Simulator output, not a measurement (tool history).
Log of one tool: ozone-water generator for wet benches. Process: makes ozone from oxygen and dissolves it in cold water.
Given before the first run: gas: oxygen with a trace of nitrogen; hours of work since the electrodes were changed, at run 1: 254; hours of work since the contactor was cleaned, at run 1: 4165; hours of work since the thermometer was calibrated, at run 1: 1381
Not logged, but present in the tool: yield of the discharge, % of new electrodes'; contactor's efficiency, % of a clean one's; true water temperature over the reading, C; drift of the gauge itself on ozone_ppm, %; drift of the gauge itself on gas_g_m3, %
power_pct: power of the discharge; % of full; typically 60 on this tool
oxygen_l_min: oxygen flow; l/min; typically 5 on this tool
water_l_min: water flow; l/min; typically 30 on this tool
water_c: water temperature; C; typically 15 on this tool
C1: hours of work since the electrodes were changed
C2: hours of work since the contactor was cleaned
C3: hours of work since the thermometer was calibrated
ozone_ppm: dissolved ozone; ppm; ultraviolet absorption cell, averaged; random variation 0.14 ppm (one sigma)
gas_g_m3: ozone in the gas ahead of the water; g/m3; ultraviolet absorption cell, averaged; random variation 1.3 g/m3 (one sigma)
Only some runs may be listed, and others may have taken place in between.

{"run": 1, "hour": 0.0, "power_pct": 60, "oxygen_l_min": 5, "water_l_min": 30, "water_c": 15, "C1": 254, "C2": 4165, "C3": 1381, "ozone_ppm": 15.5, "gas_g_m3": 243.9}
{"run": 2, "hour": 25.1, "power_pct": 60, "oxygen_l_min": 3.38, "water_l_min": 30, "water_c": 15, "C1": 273, "C2": 4184, "C3": 1400, "ozone_ppm": 13.5, "gas_g_m3": 280.3}
{"run": 3, "hour": 57.6, "power_pct": 60, "oxygen_l_min": 3.38, "water_l_min": 30, "water_c": 22, "C1": 298, "C2": 4209, "C3": 1425, "ozone_ppm": 12.9, "gas_g_m3": 282}
{"run": 4, "hour": 103.3, "power_pct": 60, "oxygen_l_min": 3.38, "water_l_min": 30, "water_c": 22, "C1": 334, "C2": 4245, "C3": 1461, "ozone_ppm": 12.9, "gas_g_m3": 284.1}
{"run": 5, "hour": 143.6, "power_pct": 60, "oxygen_l_min": 3.38, "water_l_min": 30, "water_c": 22, "C1": 365, "C2": 4276, "C3": 1492, "ozone_ppm": 12.7, "gas_g_m3": 282.2}
{"run": 6, "hour": 168.8, "power_pct": 60, "oxygen_l_min": 3.38, "water_l_min": 30, "water_c": 22, "C1": 384, "C2": 4296, "C3": 1512, "ozone_ppm": 12.7, "gas_g_m3": 277.5}
{"run": 7, "hour": 207.4, "power_pct": 60, "oxygen_l_min": 5, "water_l_min": 30, "water_c": 15, "C1": 414, "C2": 4325, "C3": 1541, "ozone_ppm": 15.1, "gas_g_m3": 239.5}
{"run": 8, "hour": 243.2, "power_pct": 60, "oxygen_l_min": 5, "water_l_min": 30, "water_c": 15, "C1": 442, "C2": 4353, "C3": 1569, "ozone_ppm": 15.4, "gas_g_m3": 239.1}
{"run": 9, "hour": 282.8, "power_pct": 60, "oxygen_l_min": 5, "water_l_min": 30, "water_c": 15, "C1": 473, "C2": 4384, "C3": 1600, "ozone_ppm": 15.3, "gas_g_m3": 237.9}
{"run": 10, "hour": 312.3, "power_pct": 60, "oxygen_l_min": 5, "water_l_min": 30, "water_c": 15, "C1": 495, "C2": 4407, "C3": 1623, "ozone_ppm": 15.3, "gas_g_m3": 236.6}
{"run": 11, "hour": 353.6, "power_pct": 60, "oxygen_l_min": 5, "water_l_min": 30, "water_c": 15, "C1": 528, "C2": 4439, "C3": 1655, "ozone_ppm": 15.4, "gas_g_m3": 237.2}
{"run": 12, "hour": 408.1, "power_pct": 60, "oxygen_l_min": 7.39, "water_l_min": 30, "water_c": 15, "C1": 570, "C2": 4481, "C3": 1697, "ozone_ppm": 17.1, "gas_g_m3": 200.5}
{"run": 13, "hour": 439.6, "power_pct": 60, "oxygen_l_min": 7.39, "water_l_min": 30, "water_c": 15, "C1": 594, "C2": 4505, "C3": 1721, "ozone_ppm": 17, "gas_g_m3": 201.7}
{"run": 14, "hour": 486.3, "power_pct": 68, "oxygen_l_min": 8.39, "water_l_min": 23, "water_c": 8, "C1": 630, "C2": 4541, "C3": 1757, "ozone_ppm": 25, "gas_g_m3": 204}
{"hour": 500.9, "done": "gauge calibrated"}
{"run": 15, "hour": 519.3, "power_pct": 60, "oxygen_l_min": 5, "water_l_min": 27, "water_c": 16, "C1": 656, "C2": 4567, "C3": 1783, "ozone_ppm": 16.7, "gas_g_m3": 241.7}
{"run": 16, "hour": 570.5, "power_pct": 60, "oxygen_l_min": 2.61, "water_l_min": 30, "water_c": 9, "C1": 696, "C2": 4607, "C3": 1823, "ozone_ppm": 12.6, "gas_g_m3": 311.1}
{"run": 17, "hour": 604.6, "power_pct": 90, "oxygen_l_min": 4.26, "water_l_min": 24, "water_c": 7, "C1": 722, "C2": 4633, "C3": 1849, "ozone_ppm": 24.2, "gas_g_m3": 323.1}
{"run": 18, "hour": 650.2, "power_pct": 61, "oxygen_l_min": 8.67, "water_l_min": 35, "water_c": 15, "C1": 757, "C2": 4668, "C3": 1884, "ozone_ppm": 15.4, "gas_g_m3": 194.1}
{"run": 19, "hour": 702.6, "power_pct": 61, "oxygen_l_min": 8.67, "water_l_min": 35, "water_c": 15, "C1": 798, "C2": 4709, "C3": 1925, "ozone_ppm": 15.5, "gas_g_m3": 192.1}
{"run": 20, "hour": 745.9, "power_pct": 61, "oxygen_l_min": 8.67, "water_l_min": 35, "water_c": 15, "C1": 831, "C2": 4743, "C3": 1959, "ozone_ppm": 15.7, "gas_g_m3": 193.4}
{"run": 21, "hour": 794.6, "power_pct": 45, "oxygen_l_min": 8.67, "water_l_min": 23, "water_c": 10, "C1": 869, "C2": 4780, "C3": 1996, "ozone_ppm": 19.4, "gas_g_m3": 161.4}
{"run": 22, "hour": 820.0, "power_pct": 92, "oxygen_l_min": 2.58, "water_l_min": 40, "water_c": 15, "C1": 889, "C2": 4800, "C3": 2016, "ozone_ppm": 11.6, "gas_g_m3": 387.6}
{"run": 23, "hour": 868.1, "power_pct": 60, "oxygen_l_min": 5.45, "water_l_min": 31, "water_c": 15, "C1": 926, "C2": 4837, "C3": 2053, "ozone_ppm": 15.3, "gas_g_m3": 227.7}
{"run": 24, "hour": 893.8, "power_pct": 60, "oxygen_l_min": 5.45, "water_l_min": 31, "water_c": 15, "C1": 946, "C2": 4857, "C3": 2073, "ozone_ppm": 15.3, "gas_g_m3": 228.2}
{"run": 25, "hour": 946.8, "power_pct": 60, "oxygen_l_min": 5, "water_l_min": 30, "water_c": 21, "C1": 987, "C2": 4898, "C3": 2114, "ozone_ppm": 14.6, "gas_g_m3": 236.3}
{"run": 26, "hour": 981.6, "power_pct": 41, "oxygen_l_min": 7.4, "water_l_min": 32, "water_c": 21, "C1": 1014, "C2": 4925, "C3": 2141, "ozone_ppm": 12, "gas_g_m3": 161.6}

A few steps of gas_g_m3 between consecutive runs. Split each: what settings, incoming material and random variation would produce without the hidden state, and what is left over for the hidden state, along with gauge scatter present in only one of the two compared results (measured, and without hidden state):
Run 14 -> 15: power_pct 68 -> 60, oxygen_l_min 8.39 -> 5, water_l_min 23 -> 27, water_c 8 -> 16, gauge calibrated. gas_g_m3 +37.7 g/m3: hidden state +5.5, all else +32.2.
Run 21 -> 22: power_pct 45 -> 92, oxygen_l_min 8.67 -> 2.58, water_l_min 23 -> 40, water_c 10 -> 15. gas_g_m3 +226.2 g/m3: hidden state -4.4, all else +230.6.
Run 22 -> 23: power_pct 92 -> 60, oxygen_l_min 2.58 -> 5.45, water_l_min 40 -> 31. gas_g_m3 -159.9 g/m3: hidden state +2.2, all else -162.1.
